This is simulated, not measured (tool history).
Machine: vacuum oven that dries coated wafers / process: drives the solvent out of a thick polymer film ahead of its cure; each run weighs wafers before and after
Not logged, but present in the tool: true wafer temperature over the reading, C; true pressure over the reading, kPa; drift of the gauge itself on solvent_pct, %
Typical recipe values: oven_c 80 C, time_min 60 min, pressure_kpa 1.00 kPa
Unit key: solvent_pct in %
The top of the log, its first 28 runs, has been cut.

run,day,oven_c,time_min,pressure_kpa,hours of work since the thermocouples were calibrated,hours of work since the vacuum gauge was cleaned of residue,solvent_pct
29,86.038,80,60,2.61,1144,519,2.64
30,89.379,80,60,2.61,1198,573,2.56
31,92.750,80,60,2.61,1251,627,2.54
32,94.675,80,67,3.53,1282,658,2.88
33,97.229,80,67,3.53,1323,698,2.95
34,99.738,67,33,0.98,1363,739,10.15
35,101.650,67,33,0.98,1394,769,10.42
36,103.379,67,33,0.98,1422,797,10.33
37,105.888,79,31,2.25,1462,837,5.69
38,108.300,68,65,0.59,1500,876,6.04
39,110.796,68,31,3.02,1540,916,11.37
40,114.375,68,100,0.65,1598,973,3.86
41,117.188,72,97,1.26,1643,1018,2.99
42,119.008,80,106,1.00,1672,1047,1.08
43,122.875,80,106,1.00,1734,1109,1.10
# day 125.212: oven's thermocouples calibrated
44,126.154,91,76,1.00,15,1160,0.64
45,129.750,85,60,1.00,73,1218,0.87
46,133.300,72,98,1.14,129,1274,2.53
47,136.233,72,98,1.14,176,1321,2.61

Branching from run 47: 4 alternative next runs. What would each branch give?
A,138.242,65,35,2.15,209,1354,?
B,138.242,77,31,0.70,209,1354,?
C,138.242,77,85,0.91,209,1354,?
D,138.242,76,38,0.90,209,1354,?

run,solvent_pct
A,11.44
B,5.40
C,1.49
D,4.95
What these runs would have given with no unlogged condition in the tool:
run,solvent_pct
A,10.89
B,4.90
C,1.00
D,4.40
